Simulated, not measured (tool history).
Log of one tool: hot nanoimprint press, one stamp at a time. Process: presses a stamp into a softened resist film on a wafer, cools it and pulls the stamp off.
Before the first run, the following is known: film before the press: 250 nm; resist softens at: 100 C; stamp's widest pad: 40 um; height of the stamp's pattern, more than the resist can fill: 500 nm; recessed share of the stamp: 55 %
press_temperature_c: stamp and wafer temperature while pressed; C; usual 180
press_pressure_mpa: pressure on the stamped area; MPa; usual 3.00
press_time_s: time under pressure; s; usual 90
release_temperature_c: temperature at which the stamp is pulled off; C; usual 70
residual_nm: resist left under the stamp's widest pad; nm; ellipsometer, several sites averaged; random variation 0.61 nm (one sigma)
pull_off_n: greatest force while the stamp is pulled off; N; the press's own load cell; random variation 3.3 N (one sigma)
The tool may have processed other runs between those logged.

Run 1, hour 0.0: usual settings. Result: residual_nm 135.1 nm, pull_off_n 181 N.
Run 2, hour 24.0: usual settings. Result: residual_nm 136.0 nm, pull_off_n 185 N.
Run 3, hour 46.6: usual settings. Result: residual_nm 136.0 nm, pull_off_n 182 N.
Run 4, hour 68.3: usual settings. Result: residual_nm 136.4 nm, pull_off_n 185 N.
Run 5, hour 90.8: usual settings but press_pressure_mpa 3.85 MPa. Result: residual_nm 123.6 nm, pull_off_n 186 N.
Run 6, hour 110.0: usual settings but press_pressure_mpa 3.85 MPa. Result: residual_nm 125.1 nm, pull_off_n 188 N.
Run 7, hour 134.4: usual settings but press_pressure_mpa 3.85 MPa. Result: residual_nm 123.8 nm, pull_off_n 197 N.
At hour 147.6: stamp cleaned and given a new release coat.
Run 8, hour 159.3: usual settings but press_pressure_mpa 3.85 MPa. Result: residual_nm 124.7 nm, pull_off_n 165 N.
Run 9, hour 175.6: usual settings but press_pressure_mpa 3.85 MPa. Result: residual_nm 123.5 nm, pull_off_n 169 N.
At hour 184.7: plate thermocouple calibrated.
Run 10, hour 201.8: usual settings but press_pressure_mpa 2.87 MPa. Result: residual_nm 134.5 nm, pull_off_n 167 N.
Run 11, hour 219.4: usual settings but press_pressure_mpa 2.87 MPa, release_temperature_c 76 C. Result: residual_nm 135.5 nm, pull_off_n 138 N.
Run 12, hour 236.6: usual settings but press_pressure_mpa 1.84 MPa, press_time_s 79 s. Result: residual_nm 162.8 nm, pull_off_n 168 N.
Run 13, hour 260.2: usual settings but press_pressure_mpa 1.84 MPa, press_time_s 79 s. Result: residual_nm 162.9 nm, pull_off_n 166 N.
Run 14, hour 284.8: usual settings but press_temperature_c 169 C. Result: residual_nm 178.2 nm, pull_off_n 169 N.
Run 15, hour 295.7: usual settings but press_temperature_c 183 C, press_pressure_mpa 3.24 MPa. Result: residual_nm 118.9 nm, pull_off_n 179 N.

Alternative continuations, all from the tool just after run 15; predict every row:
Run A, hour 310.0: usual settings but release_temperature_c 58 C. Result: residual_nm ?, pull_off_n ?.
Run B, hour 310.0: usual settings but press_temperature_c 183 C, press_pressure_mpa 3.46 MPa, press_time_s 123 s, release_temperature_c 77 C. Result: residual_nm ?, pull_off_n ?.
Run C, hour 310.0: usual settings but press_temperature_c 183 C, press_pressure_mpa 3.24 MPa, press_time_s 70 s, release_temperature_c 69 C. Result: residual_nm ?, pull_off_n ?.
Run D, hour 310.0: usual settings but press_temperature_c 183 C, press_pressure_mpa 3.24 MPa, press_time_s 54 s, release_temperature_c 76 C. Result: residual_nm ?, pull_off_n ?.
Run E, hour 310.0: usual settings but press_temperature_c 183 C, press_pressure_mpa 3.24 MPa, press_time_s 169 s. Result: residual_nm ?, pull_off_n ?.

run  residual_nm  pull_off_n
  A        131.9         228
  B        101.1         150
  C        129.9         184
  D        141.8         149
  E         90.8         175
With no hidden state in the tool, these same runs would have given:
run  residual_nm  pull_off_n
  A        130.3         207
  B         99.6         136
  C        128.2         167
  D        140.2         135
  E         89.5         159

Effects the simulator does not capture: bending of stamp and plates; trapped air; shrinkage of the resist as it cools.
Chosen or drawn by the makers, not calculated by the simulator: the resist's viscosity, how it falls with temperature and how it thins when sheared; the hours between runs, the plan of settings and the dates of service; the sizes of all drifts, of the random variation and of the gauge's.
